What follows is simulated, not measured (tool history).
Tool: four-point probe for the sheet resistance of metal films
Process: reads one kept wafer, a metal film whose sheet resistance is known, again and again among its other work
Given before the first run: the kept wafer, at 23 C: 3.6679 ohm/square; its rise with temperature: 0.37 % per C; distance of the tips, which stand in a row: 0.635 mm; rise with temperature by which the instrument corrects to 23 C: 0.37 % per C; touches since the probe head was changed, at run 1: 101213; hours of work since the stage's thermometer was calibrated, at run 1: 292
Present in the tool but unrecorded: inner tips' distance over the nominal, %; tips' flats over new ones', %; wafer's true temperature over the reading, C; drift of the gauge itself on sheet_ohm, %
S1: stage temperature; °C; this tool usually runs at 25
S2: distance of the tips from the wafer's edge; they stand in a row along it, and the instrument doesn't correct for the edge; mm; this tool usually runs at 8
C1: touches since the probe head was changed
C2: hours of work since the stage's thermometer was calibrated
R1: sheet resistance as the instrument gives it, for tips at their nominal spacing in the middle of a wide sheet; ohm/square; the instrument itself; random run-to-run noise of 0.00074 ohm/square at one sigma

run    hour  S1  S2      C1    C2        R1
  1     0.0  25   8  101213   292  3.702637
  2    34.9  25   8  102585   313  3.702988
  3    63.8  25   8  103722   331  3.702661
  4   107.5  25   8  105443   358  3.702926
      132.4  -- new probe head fitted
  5   154.3  25   8     861   386  3.681963
  6   213.9  25   8    3203   423  3.681778
  7   255.7  25   8    4846   449  3.682972
  8   316.3  24   8    7230   486  3.683777
  9   356.8  25   8    8826   511  3.684477
 10   408.2  25   8   10847   543  3.684846
 11   445.5  25   8   12316   566  3.685942
 12   506.4  25   8   14710   603  3.685872
 13   567.7  25   8   17121   641  3.685269
 14   618.8  25   8   19132   672  3.686696
 15   682.0  25  29   21616   711  3.675750
 16   735.2  25  29   23708   744  3.678040
 17   768.0  35  19   25001   764  3.676134
 18   816.8  35  19   26919   794  3.676979
 19   871.7  24  48   29079   828  3.678080
 20   913.3  25   6   30716   854  3.700402
 21   947.7  29  23   32068   875  3.678563
 22   989.1  29  23   33697   900  3.679568
 23  1047.9  19  19   36007   936  3.681966
 24  1109.6  21  14   38436   974  3.684735
 25  1135.7  26   8   39463   990  3.693193
 26  1180.8  30   8   41235  1018  3.692676
 27  1222.5  34  14   42875  1044  3.684707
 28  1252.4  24   8   44051  1062  3.694911
 29  1292.7  30  52   45640  1087  3.681763

Describe how what the log doesn't record of the tool's condition differs between the last listed run preceding each entry between runs and the first listed run following it.
Runs 4 to 5: new probe head fitted (hour 132.4)
  inner tips' distance over the nominal, %: 0.575 -> 0.026; tips' flats over new ones', %: 129 -> 1; wafer's true temperature over the reading, C: 0.07 -> 0.08
  measured minus no-state result, R1: +0.023826 -> +0.002065 ohm/square
